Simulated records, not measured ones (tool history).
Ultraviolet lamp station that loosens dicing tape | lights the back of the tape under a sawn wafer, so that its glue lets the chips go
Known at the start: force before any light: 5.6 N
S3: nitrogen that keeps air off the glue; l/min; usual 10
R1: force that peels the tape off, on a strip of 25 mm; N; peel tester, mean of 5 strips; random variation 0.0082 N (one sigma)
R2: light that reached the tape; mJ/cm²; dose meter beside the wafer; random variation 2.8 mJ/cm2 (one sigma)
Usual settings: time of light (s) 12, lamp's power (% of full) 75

{"run": 1, "hour": 0.0, "time of light (s)": 12, "lamp's power (% of full)": 75, "S3": 10, "R1": 0.324, "R2": 381}
{"run": 2, "hour": 24.4, "time of light (s)": 19, "lamp's power (% of full)": 75, "S3": 10, "R1": 0.224, "R2": 607}
{"run": 3, "hour": 68.6, "time of light (s)": 19, "lamp's power (% of full)": 75, "S3": 10, "R1": 0.235, "R2": 610}
{"run": 4, "hour": 108.0, "time of light (s)": 19, "lamp's power (% of full)": 75, "S3": 10, "R1": 0.221, "R2": 609}
{"run": 5, "hour": 151.9, "time of light (s)": 19, "lamp's power (% of full)": 75, "S3": 10, "R1": 0.23, "R2": 611}
{"run": 6, "hour": 171.2, "time of light (s)": 19, "lamp's power (% of full)": 75, "S3": 10, "R1": 0.226, "R2": 610}
{"run": 7, "hour": 196.7, "time of light (s)": 19, "lamp's power (% of full)": 75, "S3": 10, "R1": 0.228, "R2": 607}
{"run": 8, "hour": 217.4, "time of light (s)": 12, "lamp's power (% of full)": 75, "S3": 10, "R1": 0.338, "R2": 382}
{"run": 9, "hour": 256.1, "time of light (s)": 12, "lamp's power (% of full)": 75, "S3": 10, "R1": 0.331, "R2": 384}
{"run": 10, "hour": 285.5, "time of light (s)": 12, "lamp's power (% of full)": 75, "S3": 10, "R1": 0.342, "R2": 383}
{"run": 11, "hour": 328.1, "time of light (s)": 12, "lamp's power (% of full)": 75, "S3": 10, "R1": 0.334, "R2": 385}
{"run": 12, "hour": 361.1, "time of light (s)": 12, "lamp's power (% of full)": 75, "S3": 10, "R1": 0.319, "R2": 386}
{"run": 13, "hour": 384.0, "time of light (s)": 12, "lamp's power (% of full)": 74, "S3": 10, "R1": 0.34, "R2": 384}
{"run": 14, "hour": 415.1, "time of light (s)": 12, "lamp's power (% of full)": 74, "S3": 10, "R1": 0.337, "R2": 382}
{"hour": 430.6, "done": "window cleaned of glue's vapour"}
{"run": 15, "hour": 456.2, "time of light (s)": 12, "lamp's power (% of full)": 74, "S3": 10, "R1": 0.351, "R2": 377}
{"run": 16, "hour": 477.1, "time of light (s)": 12, "lamp's power (% of full)": 75, "S3": 10, "R1": 0.331, "R2": 380}
{"run": 17, "hour": 520.6, "time of light (s)": 12, "lamp's power (% of full)": 75, "S3": 19, "R1": 0.267, "R2": 386}
{"run": 18, "hour": 545.7, "time of light (s)": 12, "lamp's power (% of full)": 75, "S3": 19, "R1": 0.265, "R2": 382}
{"run": 19, "hour": 585.2, "time of light (s)": 12, "lamp's power (% of full)": 75, "S3": 19, "R1": 0.253, "R2": 382}
{"run": 20, "hour": 617.0, "time of light (s)": 12, "lamp's power (% of full)": 75, "S3": 19, "R1": 0.258, "R2": 387}
{"run": 21, "hour": 641.8, "time of light (s)": 12, "lamp's power (% of full)": 75, "S3": 19, "R1": 0.259, "R2": 386}
{"run": 22, "hour": 680.8, "time of light (s)": 12, "lamp's power (% of full)": 82, "S3": 5, "R1": 0.443, "R2": 420}
{"run": 23, "hour": 713.4, "time of light (s)": 12, "lamp's power (% of full)": 82, "S3": 5, "R1": 0.451, "R2": 423}
{"run": 24, "hour": 748.8, "time of light (s)": 8, "lamp's power (% of full)": 68, "S3": 4, "R1": 1.309, "R2": 235}
{"run": 25, "hour": 782.8, "time of light (s)": 8, "lamp's power (% of full)": 68, "S3": 4, "R1": 1.304, "R2": 229}
{"run": 26, "hour": 810.2, "time of light (s)": 17, "lamp's power (% of full)": 75, "S3": 10, "R1": 0.246, "R2": 545}
{"run": 27, "hour": 853.8, "time of light (s)": 17, "lamp's power (% of full)": 75, "S3": 10, "R1": 0.246, "R2": 545}
{"hour": 861.5, "done": "window cleaned of glue's vapour"}
{"run": 28, "hour": 875.4, "time of light (s)": 18, "lamp's power (% of full)": 73, "S3": 16, "R1": 0.225, "R2": 557}
{"run": 29, "hour": 898.5, "time of light (s)": 11, "lamp's power (% of full)": 81, "S3": 5, "R1": 0.511, "R2": 384}
{"run": 30, "hour": 939.4, "time of light (s)": 18, "lamp's power (% of full)": 72, "S3": 5, "R1": 0.305, "R2": 549}
{"run": 31, "hour": 971.7, "time of light (s)": 12, "lamp's power (% of full)": 68, "S3": 9, "R1": 0.403, "R2": 349}
{"run": 32, "hour": 1006.8, "time of light (s)": 12, "lamp's power (% of full)": 81, "S3": 9, "R1": 0.302, "R2": 418}
{"run": 33, "hour": 1039.0, "time of light (s)": 7, "lamp's power (% of full)": 75, "S3": 10, "R1": 0.765, "R2": 226}
{"run": 34, "hour": 1062.6, "time of light (s)": 9, "lamp's power (% of full)": 78, "S3": 10, "R1": 0.472, "R2": 298}
{"run": 35, "hour": 1100.4, "time of light (s)": 22, "lamp's power (% of full)": 78, "S3": 10, "R1": 0.222, "R2": 726}
{"run": 36, "hour": 1133.4, "time of light (s)": 12, "lamp's power (% of full)": 64, "S3": 10, "R1": 0.421, "R2": 329}
{"run": 37, "hour": 1178.7, "time of light (s)": 11, "lamp's power (% of full)": 76, "S3": 12, "R1": 0.326, "R2": 355}
{"run": 38, "hour": 1212.1, "time of light (s)": 12, "lamp's power (% of full)": 78, "S3": 3, "R1": 0.718, "R2": 400}
{"run": 39, "hour": 1235.3, "time of light (s)": 6, "lamp's power (% of full)": 60, "S3": 7, "R1": 1.61, "R2": 151}
{"hour": 1265.4, "done": "lamp changed"}
{"run": 40, "hour": 1275.9, "time of light (s)": 6, "lamp's power (% of full)": 60, "S3": 7, "R1": 1.682, "R2": 158}
{"hour": 1294.5, "done": "window cleaned of glue's vapour"}
{"run": 41, "hour": 1299.6, "time of light (s)": 6, "lamp's power (% of full)": 60, "S3": 10, "R1": 1.364, "R2": 154}
{"run": 42, "hour": 1320.2, "time of light (s)": 18, "lamp's power (% of full)": 75, "S3": 20, "R1": 0.23, "R2": 578}

4 ways to go on from here, each from the tool as it stands after run 42. What would each give?
{"run": "A", "hour": 1360.5, "time of light (s)": 6, "lamp's power (% of full)": 75, "S3": 8, "R1": "?", "R2": "?"}
{"run": "B", "hour": 1360.5, "time of light (s)": 8, "lamp's power (% of full)": 84, "S3": 5, "R1": "?", "R2": "?"}
{"run": "C", "hour": 1360.5, "time of light (s)": 20, "lamp's power (% of full)": 88, "S3": 9, "R1": "?", "R2": "?"}
{"run": "D", "hour": 1360.5, "time of light (s)": 13, "lamp's power (% of full)": 81, "S3": 18, "R1": "?", "R2": "?"}

run=A R1=1.139 R2=194
run=B R1=0.819 R2=286
run=C R1=0.205 R2=757
run=D R1=0.238 R2=450
Without the tool's hidden state the same runs would have given:
run=A R1=1.139 R2=195
run=B R1=0.819 R2=286
run=C R1=0.205 R2=757
run=D R1=0.238 R2=450
